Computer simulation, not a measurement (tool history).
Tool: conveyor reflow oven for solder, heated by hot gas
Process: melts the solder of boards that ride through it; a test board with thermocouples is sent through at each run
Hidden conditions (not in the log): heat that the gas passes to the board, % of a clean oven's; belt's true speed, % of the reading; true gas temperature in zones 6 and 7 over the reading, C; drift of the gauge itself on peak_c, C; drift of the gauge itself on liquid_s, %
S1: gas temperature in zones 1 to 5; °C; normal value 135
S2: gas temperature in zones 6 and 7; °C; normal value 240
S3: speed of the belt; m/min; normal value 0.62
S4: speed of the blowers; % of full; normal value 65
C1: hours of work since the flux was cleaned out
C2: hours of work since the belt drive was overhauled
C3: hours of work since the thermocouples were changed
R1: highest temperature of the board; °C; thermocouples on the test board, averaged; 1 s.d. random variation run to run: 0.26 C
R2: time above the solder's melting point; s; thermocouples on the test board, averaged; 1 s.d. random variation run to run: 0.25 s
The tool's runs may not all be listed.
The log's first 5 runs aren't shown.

Run 6, hour 25.5: usual settings but S1 128 °C; C1 79; C2 265; C3 274. Result: R1 216.7 °C, R2 53.6 s.
Run 7, hour 31.5: usual settings but S1 128 °C; C1 83; C2 269; C3 278. Result: R1 216.4 °C, R2 53.3 s.
Run 8, hour 40.3: usual settings; C1 89; C2 275; C3 284. Result: R1 217.6 °C, R2 56.5 s.
Run 9, hour 46: usual settings but S1 124 °C; C1 93; C2 279; C3 288. Result: R1 215.8 °C, R2 51.3 s.
Run 10, hour 55.7: usual settings but S1 124 °C; C1 100; C2 286; C3 295. Result: R1 215.8 °C, R2 51.1 s.
Run 11, hour 64.7: usual settings but S1 124 °C, S3 0.649 m/min; C1 106; C2 292; C3 301. Result: R1 212.7 °C, R2 47.2 s.
Run 12, hour 73.3: usual settings; C1 112; C2 298; C3 307. Result: R1 217.7 °C, R2 56.6 s.
Run 13, hour 77.4: usual settings; C1 115; C2 301; C3 310. Result: R1 217.8 °C, R2 56.4 s.
At hour 82.8: flux residue cleaned out of gas plates and filters.
Run 14, hour 88.5: usual settings; C1 4; C2 305; C3 314. Result: R1 216.7 °C, R2 55.6 s.
Run 15, hour 93.3: usual settings; C1 7; C2 309; C3 318. Result: R1 216.7 °C, R2 55.2 s.
Run 16, hour 99.3: usual settings but S1 139 °C, S2 247 °C, S3 0.671 m/min, S4 53 % of full; C1 11; C2 313; C3 322. Result: R1 215.6 °C, R2 51.5 s.
Run 17, hour 109.1: usual settings but S1 139 °C, S2 247 °C, S3 0.671 m/min, S4 53 % of full; C1 18; C2 320; C3 329. Result: R1 215.7 °C, R2 50.9 s.
Run 18, hour 119: usual settings; C1 25; C2 326; C3 335. Result: R1 216.8 °C, R2 55.6 s.
Run 19, hour 128.5: usual settings but S1 134 °C, S2 245 °C, S3 0.617 m/min; C1 32; C2 333; C3 342. Result: R1 220.3 °C, R2 58.7 s.
At hour 137.7: flux residue cleaned out of gas plates and filters, once more.
Run 20, hour 143.5: usual settings but S1 134 °C, S2 245 °C, S3 0.617 m/min; C1 4; C2 340; C3 349. Result: R1 223.4 °C, R2 60.9 s.
Run 21, hour 148.2: usual settings but S3 0.699 m/min, S4 61 % of full; C1 7; C2 343; C3 352. Result: R1 213.6 °C, R2 46 s.

For run 22, what comes out?
Run 22, hour 153.6: usual settings but S2 230 °C; C1 11; C2 347; C3 356. Result: R1 ?, R2 ?.

R1: 210.8 °C
R2: 51.2 s
Without the tool's hidden state the same run would have given R1 210.5 °C, R2 50.8 s.
